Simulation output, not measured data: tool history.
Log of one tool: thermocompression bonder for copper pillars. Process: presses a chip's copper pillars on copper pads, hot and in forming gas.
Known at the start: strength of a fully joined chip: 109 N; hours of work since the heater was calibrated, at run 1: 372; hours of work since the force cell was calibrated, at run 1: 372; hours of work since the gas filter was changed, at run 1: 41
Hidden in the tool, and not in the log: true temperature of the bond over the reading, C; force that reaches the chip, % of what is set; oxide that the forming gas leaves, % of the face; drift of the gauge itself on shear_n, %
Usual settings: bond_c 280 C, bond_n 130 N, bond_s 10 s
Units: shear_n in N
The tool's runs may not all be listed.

run	day	bond_c	bond_n	bond_s	hours of work since the heater was calibrated	hours of work since the force cell was calibrated	hours of work since the gas filter was changed	shear_n
1	0.000	280	130	10	372	372	41	44.2
2	1.096	280	130	10	392	392	61	45.4
3	2.296	267	130	10	415	415	83	38.8
4	2.983	267	130	10	428	428	96	38.7
5	3.938	280	130	10	445	445	114	44.5
6	4.517	280	130	10	456	456	125	45.9
# day 5.138: forming gas filter changed
7	5.183	280	130	10	468	468	1	44.8
8	5.712	296	130	10	478	478	11	51.8
9	6.817	296	130	10	499	499	31	51.2
10	7.558	280	130	10	512	512	45	43.5
11	8.612	280	130	11	532	532	65	46.6
12	9.646	280	130	11	551	551	84	46.1
13	10.629	280	130	11	570	570	102	45.6
14	11.500	280	130	11	586	586	119	46.9
15	12.133	280	130	11	598	598	130	45.8
# day 12.458: forming gas filter changed
16	13.038	280	130	11	614	614	11	47.0
17	14.112	280	93	10	634	634	31	33.1
18	14.638	280	93	10	644	644	41	32.8
19	15.517	280	93	10	660	660	57	34.5
20	16.246	280	93	10	674	674	71	35.3
21	17.458	289	190	6	697	697	93	52.8
22	18.092	289	190	6	708	708	105	51.8
23	19.108	289	190	26	727	727	124	80.9
24	19.692	289	190	26	738	738	135	80.0
# day 19.800: forming gas filter changed
25	20.862	289	190	26	760	760	20	80.7
26	21.838	280	92	25	778	778	38	50.3

Run 27 comes next. What will it give?
27	23.117	265	102	7	802	802	62	?

{"run 27": {"shear_n": 28.1}}
Without the tool's hidden state the same run would have given shear_n 28.2 N.
